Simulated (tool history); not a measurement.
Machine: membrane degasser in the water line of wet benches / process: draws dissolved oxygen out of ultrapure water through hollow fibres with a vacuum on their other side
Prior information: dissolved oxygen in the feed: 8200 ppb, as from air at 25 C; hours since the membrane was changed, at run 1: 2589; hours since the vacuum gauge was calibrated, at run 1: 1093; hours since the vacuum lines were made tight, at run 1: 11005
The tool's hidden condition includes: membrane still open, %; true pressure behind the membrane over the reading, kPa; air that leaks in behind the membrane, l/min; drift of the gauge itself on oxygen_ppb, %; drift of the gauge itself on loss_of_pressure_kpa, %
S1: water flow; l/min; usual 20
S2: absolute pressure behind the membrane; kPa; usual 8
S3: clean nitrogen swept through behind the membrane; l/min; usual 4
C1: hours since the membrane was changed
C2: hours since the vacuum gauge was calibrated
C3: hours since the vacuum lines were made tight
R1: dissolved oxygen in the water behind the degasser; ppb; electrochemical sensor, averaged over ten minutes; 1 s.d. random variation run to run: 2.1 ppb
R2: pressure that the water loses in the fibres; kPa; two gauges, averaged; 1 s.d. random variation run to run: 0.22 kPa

run   hour  S1    S2  S3    C1    C2     C3     R1     R2
  1      0  20     8   4  2589  1093  11005  215.3  55.23
  2   65.1  20     8   4  2654  1158  11070  218.2  54.81
  3  101.1  20     8   4  2690  1194  11106  215.6  55.05
  4  153.1  20     8   4  2742  1246  11158  212.8  55.41
  5  201.9  20  7.39   4  2791  1295  11207  209.9  55.26
  6  242.8  28  7.67   4  2832  1336  11248  486.7  77.58

Run 7, settings as shown, results not yet in. Your forecast:
  7   287  29  9.91   4  2876  1380  11292   ?   ?

For run 7 the tool returned R1 554.1 ppb, R2 80.2 kPa.
Minus the tool's unlogged condition, the same run would have read R1 540.2 ppb, R2 79.33 kPa.
